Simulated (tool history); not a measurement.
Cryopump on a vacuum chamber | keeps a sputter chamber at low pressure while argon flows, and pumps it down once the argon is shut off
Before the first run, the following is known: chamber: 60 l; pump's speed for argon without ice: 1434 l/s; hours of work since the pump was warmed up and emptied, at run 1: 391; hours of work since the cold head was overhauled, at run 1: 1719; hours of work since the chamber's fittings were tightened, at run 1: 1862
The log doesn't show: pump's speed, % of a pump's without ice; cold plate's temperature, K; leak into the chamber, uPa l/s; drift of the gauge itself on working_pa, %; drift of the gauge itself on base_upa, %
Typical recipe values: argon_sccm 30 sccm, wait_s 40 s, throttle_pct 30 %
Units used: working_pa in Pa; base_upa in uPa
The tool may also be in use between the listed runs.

run	hour	argon_sccm	wait_s	throttle_pct	hours of work since the pump was warmed up and emptied	hours of work since the cold head was overhauled	hours of work since the chamber's fittings were tightened	working_pa	base_upa
1	0	30	40	30	391	1719	1862	0.1361	3.79
# hour 21: pump warmed up, emptied and cooled again
2	81.4	30	40	30	42	1772	1915	0.1193	3.4
3	121.6	30	40	30	69	1800	1942	0.1209	3.48
4	194.5	30	40	30	119	1850	1993	0.1219	3.64
5	266.8	30	40	30	169	1900	2042	0.1247	3.54
6	317	30	40	30	204	1934	2077	0.1267	3.73
7	376.1	30	40	30	245	1975	2118	0.1294	3.79
8	456	30	40	30	300	2030	2173	0.13	3.95
9	522.6	30	40	30	346	2076	2219	0.1346	4.06
10	560.1	31	40	30	371	2102	2245	0.1387	4.19
# hour 608: pump warmed up, emptied and cooled again
11	627.7	30	100	30	14	2145	2288	0.1194	2.17
12	666.1	30	100	30	40	2171	2314	0.1206	2.28
13	699.4	30	100	30	63	2194	2337	0.121	2.29
14	749.4	17	44	19	97	2228	2371	0.1076	3.51
15	817.4	19	40	52	144	2275	2418	0.0478	3.83
16	871.6	21	40	53	182	2313	2456	0.0519	3.87
17	913.2	24	33	22	210	2341	2484	0.1355	4.37
18	952.5	41	52	35	237	2368	2511	0.1507	3.43
19	1013.2	30	235	29	279	2410	2553	0.1341	2.25
20	1070.3	16	40	30	318	2450	2593	0.0703	4.26
21	1111.8	13	40	30	347	2478	2621	0.0572	4.27

Alternative continuations, all from the tool just after run 21; predict every row:
A	1181	15	40	30	395	2526	2669	?	?
B	1181	22	40	47	395	2526	2669	?	?
C	1181	30	23	30	395	2526	2669	?	?
D	1181	19	40	43	395	2526	2669	?	?
E	1181	19	78	17	395	2526	2669	?	?

run	working_pa	base_upa
A	0.0683	4.51
B	0.0688	4.52
C	0.1377	6.21
D	0.065	4.43
E	0.1434	3.24
Without the tool's hidden state the same runs would have given:
run	working_pa	base_upa
A	0.0588	2.49
B	0.055	2.5
C	0.1188	4.2
D	0.053	2.46
E	0.1315	1.29
